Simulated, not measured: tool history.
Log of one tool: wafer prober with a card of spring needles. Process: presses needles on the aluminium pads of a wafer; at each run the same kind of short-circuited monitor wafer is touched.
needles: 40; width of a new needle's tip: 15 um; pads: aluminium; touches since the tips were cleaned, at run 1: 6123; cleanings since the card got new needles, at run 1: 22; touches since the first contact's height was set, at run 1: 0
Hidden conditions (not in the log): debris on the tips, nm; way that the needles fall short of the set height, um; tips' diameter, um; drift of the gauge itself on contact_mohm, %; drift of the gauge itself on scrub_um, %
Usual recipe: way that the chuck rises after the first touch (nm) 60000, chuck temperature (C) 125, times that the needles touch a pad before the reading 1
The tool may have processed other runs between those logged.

| run | hour | way that the chuck rises after the first touch (nm) | chuck temperature (C) | times that the needles touch a pad before the reading | touches since the tips were cleaned | cleanings since the card got new needles | touches since the first contact's height was set | resistance of one needle with its contact and lead (mohm) | way that a needle slides on the pad (nm) |
|---|---|---|---|---|---|---|---|---|---|
| 1 | 0.0 | 60000 | 125 | 1 | 6123 | 22 | 0 | 253 | 10790 |
|  | 9.9 | tips cleaned on abrasive film |
|  | 41.2 | tips cleaned on abrasive film |
| 2 | 45.7 | 60000 | 125 | 1 | 1308 | 24 | 13241 | 211 | 10790 |
|  | 72.9 | tips cleaned on abrasive film |
| 3 | 83.3 | 60000 | 125 | 1 | 3011 | 25 | 24127 | 232 | 10800 |
|  | 104.6 | tips cleaned on abrasive film |
| 4 | 125.7 | 60000 | 125 | 1 | 6119 | 26 | 36432 | 252 | 10800 |
|  | 135.8 | tips cleaned on abrasive film |
|  | 140.9 | tips cleaned on abrasive film, once more |
|  | 172.7 | tips cleaned on abrasive film |
| 5 | 181.1 | 60000 | 125 | 1 | 2442 | 29 | 52456 | 222 | 10820 |
|  | 201.9 | tips cleaned on abrasive film |
| 6 | 208.3 | 60000 | 125 | 1 | 1856 | 30 | 60345 | 216 | 10710 |
|  | 233.8 | tips cleaned on abrasive film |
| 7 | 241.4 | 60000 | 125 | 1 | 2187 | 31 | 69937 | 220 | 10690 |
|  | 264.3 | tips cleaned on abrasive film |
| 8 | 292.2 | 60000 | 125 | 1 | 8122 | 32 | 84706 | 262 | 10600 |
|  | 297.6 | tips cleaned on abrasive film |
|  | 326.9 | tips cleaned on abrasive film |
| 9 | 337.2 | 60000 | 125 | 1 | 2981 | 34 | 97718 | 236 | 10650 |
|  | 356.9 | tips cleaned on abrasive film |
| 10 | 364.8 | 60000 | 125 | 1 | 2312 | 35 | 105733 | 224 | 10640 |
|  | 373.8 | height of the first contact set anew |
|  | 386.6 | tips cleaned on abrasive film |
| 11 | 391.8 | 75000 | 63 | 1 | 1511 | 36 | 5202 | 184 | 13520 |
|  | 416.0 | tips cleaned on abrasive film |
| 12 | 417.2 | 75000 | 52 | 1 | 353 | 37 | 12572 | 174 | 13480 |
|  | 446.7 | tips cleaned on abrasive film |
| 13 | 467.8 | 78000 | 33 | 2 | 6139 | 38 | 27257 | 190 | 14050 |
|  | 479.9 | tips cleaned on abrasive film |
|  | 512.5 | tips cleaned on abrasive film |
| 14 | 520.4 | 50000 | 111 | 2 | 2295 | 40 | 42492 | 213 | 8910 |
|  | 543.3 | tips cleaned on abrasive film |
| 15 | 552.9 | 59000 | 42 | 1 | 2815 | 41 | 51919 | 222 | 10560 |
|  | 575.0 | tips cleaned on abrasive film |
| 16 | 586.5 | 59000 | 62 | 3 | 3343 | 42 | 61646 | 192 | 10520 |
|  | 607.3 | tips cleaned on abrasive film |
| 17 | 626.1 | 62000 | 125 | 1 | 5463 | 43 | 73129 | 246 | 10980 |
|  | 637.3 | tips cleaned on abrasive film |
| 18 | 661.7 | 41000 | 36 | 2 | 7109 | 44 | 83478 | 278 | 7220 |
|  | 669.0 | tips cleaned on abrasive film |
| 19 | 690.4 | 75000 | 26 | 2 | 6223 | 45 | 91788 | 193 | 13240 |
|  | 698.5 | tips cleaned on abrasive film |
|  | 730.2 | tips cleaned on abrasive film |
| 20 | 734.4 | 74000 | 55 | 1 | 1203 | 47 | 104515 | 188 | 13100 |

Predict each of these 4 candidate next runs independently; none follows another, all start after run 20:
|  | 745.0 | height of the first contact set anew |
|  | 763.0 | tips cleaned on abrasive film |
| A | 779.0 | 73000 | 33 | 1 | 4653 | 48 | 9877 | ? | ? |
|  | 745.0 | height of the first contact set anew |
|  | 763.0 | tips cleaned on abrasive film |
| B | 779.0 | 60000 | 125 | 1 | 4653 | 48 | 9877 | ? | ? |
|  | 745.0 | height of the first contact set anew |
|  | 763.0 | tips cleaned on abrasive film |
| C | 779.0 | 74000 | 47 | 2 | 4653 | 48 | 9877 | ? | ? |
|  | 745.0 | height of the first contact set anew |
|  | 763.0 | tips cleaned on abrasive film |
| D | 779.0 | 50000 | 80 | 1 | 4653 | 48 | 9877 | ? | ? |

| run | resistance of one needle with its contact and lead (mohm) | way that a needle slides on the pad (nm) |
|---|---|---|
| A | 209 | 13130 |
| B | 242 | 10730 |
| C | 192 | 13310 |
| D | 263 | 8970 |
Without the tool's unlogged condition, the same runs would have read:
| run | resistance of one needle with its contact and lead (mohm) | way that a needle slides on the pad (nm) |
|---|---|---|
| A | 157 | 13150 |
| B | 179 | 10750 |
| C | 161 | 13330 |
| D | 172 | 8990 |
